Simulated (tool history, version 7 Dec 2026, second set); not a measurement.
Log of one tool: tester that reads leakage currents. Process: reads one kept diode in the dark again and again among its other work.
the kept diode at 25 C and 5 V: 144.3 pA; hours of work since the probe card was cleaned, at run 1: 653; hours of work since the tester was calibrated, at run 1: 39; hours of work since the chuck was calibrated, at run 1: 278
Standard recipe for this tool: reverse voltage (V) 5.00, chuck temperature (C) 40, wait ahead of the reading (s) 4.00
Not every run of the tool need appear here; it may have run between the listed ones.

| run | hour | reverse voltage (V) | chuck temperature (C) | wait ahead of the reading (s) | hours of work since the probe card was cleaned | hours of work since the tester was calibrated | hours of work since the chuck was calibrated | current that the tester gives (pA) |
|---|---|---|---|---|---|---|---|---|
| 1 | 0.0 | 5.00 | 40 | 4.00 | 653 | 39 | 278 | 490.01 |
| 2 | 249.4 | 6.82 | 40 | 4.00 | 761 | 147 | 386 | 546.55 |
| 3 | 414.4 | 6.82 | 40 | 1.05 | 832 | 219 | 458 | 549.38 |
| 4 | 670.2 | 6.82 | 40 | 1.05 | 943 | 330 | 569 | 541.39 |
| 5 | 850.0 | 6.82 | 40 | 1.05 | 1021 | 408 | 647 | 535.12 |
| 6 | 1005.6 | 6.82 | 40 | 1.05 | 1089 | 475 | 714 | 530.82 |
| 7 | 1170.9 | 6.82 | 40 | 1.05 | 1161 | 547 | 786 | 531.81 |
| 8 | 1331.6 | 5.00 | 40 | 4.00 | 1230 | 617 | 855 | 466.97 |
| 9 | 1494.3 | 5.00 | 40 | 4.00 | 1301 | 687 | 926 | 463.71 |
|  | 1691.2 | chuck's temperature calibrated |
| 10 | 1757.5 | 5.00 | 40 | 4.00 | 1414 | 801 | 29 | 505.07 |
| 11 | 1894.8 | 5.00 | 51 | 4.00 | 1474 | 860 | 88 | 1160.17 |
|  | 1973.9 | probe card cleaned and baked |
| 12 | 2119.5 | 5.00 | 51 | 4.00 | 63 | 956 | 184 | 1130.72 |
| 13 | 2227.8 | 5.00 | 40 | 4.00 | 110 | 1003 | 231 | 491.17 |
| 14 | 2436.0 | 5.00 | 40 | 4.00 | 200 | 1093 | 322 | 487.72 |
| 15 | 2584.0 | 5.00 | 23 | 4.00 | 265 | 1158 | 386 | 118.51 |
| 16 | 2791.9 | 5.00 | 23 | 4.00 | 355 | 1248 | 476 | 117.49 |
| 17 | 3058.4 | 5.00 | 23 | 4.00 | 470 | 1363 | 592 | 116.40 |
| 18 | 3198.8 | 5.00 | 23 | 4.00 | 531 | 1424 | 652 | 116.71 |
| 19 | 3377.9 | 5.00 | 57 | 4.00 | 609 | 1502 | 730 | 1679.52 |
| 20 | 3581.4 | 5.00 | 57 | 4.00 | 697 | 1590 | 818 | 1669.22 |
| 21 | 3800.2 | 5.00 | 57 | 4.00 | 792 | 1685 | 913 | 1648.91 |
|  | 4011.5 | chuck's temperature calibrated |
| 22 | 4033.3 | 19.75 | 57 | 0.50 | 892 | 1785 | 9 | 3027.73 |
| 23 | 4266.1 | 6.00 | 50 | 6.55 | 993 | 1886 | 110 | 1138.24 |
| 24 | 4476.8 | 10.18 | 31 | 0.60 | 1084 | 1978 | 202 | 323.47 |
| 25 | 4602.1 | 2.81 | 24 | 0.59 | 1139 | 2032 | 256 | 106.81 |
| 26 | 4772.9 | 4.28 | 60 | 1.48 | 1213 | 2106 | 330 | 1996.14 |
| 27 | 4997.7 | 1.33 | 20 | 5.55 | 1310 | 2203 | 428 | 54.90 |
| 28 | 5237.5 | 1.93 | 37 | 2.61 | 1414 | 2307 | 532 | 260.03 |
| 29 | 5360.2 | 8.87 | 43 | 1.12 | 1468 | 2361 | 585 | 755.07 |
|  | 5461.8 | probe card cleaned and baked |
| 30 | 5536.0 | 5.00 | 40 | 2.89 | 32 | 2436 | 660 | 465.23 |
| 31 | 5661.3 | 5.96 | 41 | 0.34 | 87 | 2490 | 714 | 541.15 |
| 32 | 5798.1 | 3.70 | 27 | 0.66 | 146 | 2549 | 773 | 141.86 |
| 33 | 6056.5 | 3.70 | 27 | 1.42 | 258 | 2661 | 886 | 140.67 |
| 34 | 6306.0 | 5.00 | 40 | 0.30 | 366 | 2770 | 994 | 457.18 |
|  | 6347.1 | chuck's temperature calibrated |
| 35 | 6500.9 | 5.00 | 48 | 3.96 | 450 | 2853 | 67 | 895.87 |
| 36 | 6667.9 | 5.00 | 48 | 3.96 | 522 | 2926 | 139 | 890.69 |
| 37 | 6815.5 | 5.00 | 48 | 3.96 | 586 | 2990 | 203 | 885.99 |
| 38 | 6966.2 | 1.36 | 56 | 0.38 | 652 | 3055 | 268 | 958.26 |
| 39 | 7148.0 | 1.39 | 40 | 1.48 | 730 | 3134 | 347 | 287.72 |

Hidden state or all else? Some run-to-run changes of current that the tester gives (pA), split into what the settings, what came in and random variation would give without the hidden state, and what is left for the hidden state (with any gauge scatter that isn't in both results):
Hidden conditions of the tool in this case: stray current of the dirty probe card, pA a volt; current scale over the true one, %; true chuck temperature over the reading, C; drift of the gauge itself on leakage_pa, %.
Run 18 -> 19: chuck temperature (C) 23 -> 57. current that the tester gives (pA) +1562.81: hidden state -101.23, all else +1664.04.
Run 21 -> 22: reverse voltage (V) 5.00 -> 19.75, wait ahead of the reading (s) 4.00 -> 0.50, chuck's temperature calibrated. current that the tester gives (pA) +1378.82: hidden state +123.44, all else +1255.38.
Run 22 -> 23: reverse voltage (V) 19.75 -> 6.00, chuck temperature (C) 57 -> 50, wait ahead of the reading (s) 0.50 -> 6.55. current that the tester gives (pA) -1889.49: hidden state -5.76, all else -1883.73.
Run 25 -> 26: reverse voltage (V) 2.81 -> 4.28, chuck temperature (C) 24 -> 60, wait ahead of the reading (s) 0.59 -> 1.48. current that the tester gives (pA) +1889.33: hidden state -67.51, all else +1956.84.
Run 26 -> 27: reverse voltage (V) 4.28 -> 1.33, chuck temperature (C) 60 -> 20, wait ahead of the reading (s) 1.48 -> 5.55. current that the tester gives (pA) -1941.24: hidden state +66.72, all else -2007.96.
